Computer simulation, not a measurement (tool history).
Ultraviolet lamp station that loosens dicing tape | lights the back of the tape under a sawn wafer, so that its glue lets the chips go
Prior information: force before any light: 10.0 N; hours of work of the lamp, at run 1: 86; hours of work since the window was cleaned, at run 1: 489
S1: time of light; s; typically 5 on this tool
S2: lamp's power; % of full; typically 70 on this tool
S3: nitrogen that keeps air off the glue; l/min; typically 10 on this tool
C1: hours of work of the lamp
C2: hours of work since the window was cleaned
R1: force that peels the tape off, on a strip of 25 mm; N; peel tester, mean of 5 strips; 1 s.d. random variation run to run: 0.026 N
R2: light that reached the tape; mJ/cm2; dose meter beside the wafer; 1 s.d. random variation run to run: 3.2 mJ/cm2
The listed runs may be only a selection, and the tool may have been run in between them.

run   hour  S1  S2  S3   C1   C2     R1   R2
  1      0   5  70  10   86  489  1.577  436
  2   41.1   5  70  11  116  520  1.505  436
  3   75.7   5  70  11  142  545  1.578  436
  4  138.3   5  70  11  188  592  1.688  422
  5  202.4   5  70  10  236  639   1.82  409
  6    234   5  70  10  259  663  1.803  411
  7  261.7   5  70   6  280  683  2.474  404
     268.1  -- window cleaned of glue's vapour
  8  328.4   5  70  10  329   45  1.537  454
  9  393.9   2  70  10  377   93  4.562  179
 10  432.9   3  70  10  406  122  3.327  262
 11  474.2   3  70  10  437  153  3.422  260
 12  520.9   2  70   3  472  188  6.083  171
 13  579.6   2  72   3  515  231  5.885  172
 14  610.1   5  95  10  538  254  1.042  564
 15  649.6   9  81   6  567  283  0.644  848
 16  680.7   9  81   6  590  306  0.631  841
 17  746.1   7  66  11  639  355  1.158  513
 18  780.4   5  85  10  664  380  1.451  468
 19  808.7   2  64   4  685  401   6.59  140
 20  846.8   2  92  12  713  429  4.206  201

What if the next run were any one of these 3? Each begins from the tool's condition after run 20:
  A  901.3   3  98   4  754  470   ?   ?
  B  901.3   5  70  15  754  470   ?   ?
  C  901.3   5  63   3  754  470   ?   ?

run     R1   R2
  A  4.009  311
  B  1.713  371
  C  3.992  334
Stripped of hidden state, with their random variation kept, the same runs would have yielded:
run     R1   R2
  A  2.917  418
  B  0.996  498
  C  2.937  449
